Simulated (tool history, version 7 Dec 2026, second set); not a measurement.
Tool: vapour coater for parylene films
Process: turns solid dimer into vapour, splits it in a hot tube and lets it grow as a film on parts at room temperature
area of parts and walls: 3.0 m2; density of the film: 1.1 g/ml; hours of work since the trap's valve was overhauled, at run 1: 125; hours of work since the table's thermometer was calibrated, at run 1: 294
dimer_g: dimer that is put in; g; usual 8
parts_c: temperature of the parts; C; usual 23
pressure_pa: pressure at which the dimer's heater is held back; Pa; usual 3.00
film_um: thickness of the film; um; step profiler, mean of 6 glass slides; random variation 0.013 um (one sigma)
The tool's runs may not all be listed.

run,hour,dimer_g,parts_c,pressure_pa,hours of work since the trap's valve was overhauled,hours of work since the table's thermometer was calibrated,film_um
1,0.0,8,23,3.00,125,294,1.57
2,14.4,13,23,3.00,136,305,2.55
3,28.0,13,23,3.00,146,316,2.54
4,41.9,13,23,3.00,157,327,2.55
5,53.4,8,23,3.00,166,335,1.55
6,70.8,8,23,6.73,180,349,1.39
7,83.9,8,23,6.73,190,359,1.37
8,96.5,8,23,6.73,200,369,1.38
9,105.9,8,23,2.71,207,376,1.57
10,116.6,8,23,2.71,215,385,1.60
11,125.5,8,23,2.71,222,392,1.56
12,140.5,8,23,2.71,234,403,1.58
13,153.9,8,23,2.71,244,414,1.59
14,163.4,8,23,3.00,252,421,1.56
15,173.2,8,32,3.00,259,429,1.20
16,183.4,8,23,4.21,267,437,1.45
# hour 202.2: trap's valve overhauled
17,202.3,7,23,5.23,0,448,1.24

Run 18 comes next. What will it give?
18,218.3,6,30,9.56,12,461,?

film_um: 0.79 um
Without the tool's hidden state the same run would have given film_um 0.79 um.

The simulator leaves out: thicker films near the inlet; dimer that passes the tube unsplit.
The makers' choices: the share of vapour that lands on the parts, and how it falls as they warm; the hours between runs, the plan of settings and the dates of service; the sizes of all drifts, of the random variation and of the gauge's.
